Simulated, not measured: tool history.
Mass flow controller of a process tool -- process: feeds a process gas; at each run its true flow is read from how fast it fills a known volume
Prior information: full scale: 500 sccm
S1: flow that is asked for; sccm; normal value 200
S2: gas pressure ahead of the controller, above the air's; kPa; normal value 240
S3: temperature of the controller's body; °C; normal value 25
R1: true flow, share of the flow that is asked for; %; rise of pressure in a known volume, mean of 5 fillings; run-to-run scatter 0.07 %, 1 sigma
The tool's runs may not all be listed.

run 1 day=0.000 | S1=200 S2=240 S3=25 | R1=98.10
run 2 day=12.746 | S1=200 S2=240 S3=25 | R1=97.96
run 3 day=18.483 | S1=200 S2=240 S3=25 | R1=97.88
run 4 day=27.108 | S1=200 S2=248 S3=25 | R1=97.75
run 5 day=38.342 | S1=200 S2=248 S3=25 | R1=97.85
run 6 day=44.854 | S1=200 S2=171 S3=25 | R1=97.69
run 7 day=52.846 | S1=200 S2=171 S3=25 | R1=97.59
run 8 day=59.175 | S1=200 S2=171 S3=25 | R1=97.58
run 9 day=70.854 | S1=125 S2=279 S3=39 | R1=97.58
run 10 day=78.017 | S1=305 S2=184 S3=31 | R1=98.35
run 11 day=88.862 | S1=200 S2=159 S3=24 | R1=97.12
run 12 day=101.717 | S1=249 S2=159 S3=35 | R1=98.08
run 13 day=113.975 | S1=249 S2=159 S3=35 | R1=97.95
-- day=118.308 gauge calibrated
run 14 day=120.738 | S1=200 S2=160 S3=25 | R1=98.06
-- day=122.967 controller's zero set anew
run 15 day=129.383 | S1=198 S2=142 S3=22 | R1=97.80

For some of the steps in R1 from one run to the next: how much would appear even if the tool had no hidden state, given the settings, what came in and random variation, and how much remains for the hidden state plus any gauge scatter that the measured result and the result without hidden state don't share?
Hidden state present: flow at rest that the sensor doesn't see, % of full scale; true flow over the shown one, %; drift of the gauge itself on true_pct, %.
Run 10 -> 11: S1 305 -> 200, S2 184 -> 159, S3 31 -> 24. R1 -1.23 %: hidden state -0.12, all else -1.11.
Run 13 -> 14: S1 249 -> 200, S2 159 -> 160, S3 35 -> 25, gauge calibrated. R1 +0.11 %: hidden state +1.23, all else -1.12.

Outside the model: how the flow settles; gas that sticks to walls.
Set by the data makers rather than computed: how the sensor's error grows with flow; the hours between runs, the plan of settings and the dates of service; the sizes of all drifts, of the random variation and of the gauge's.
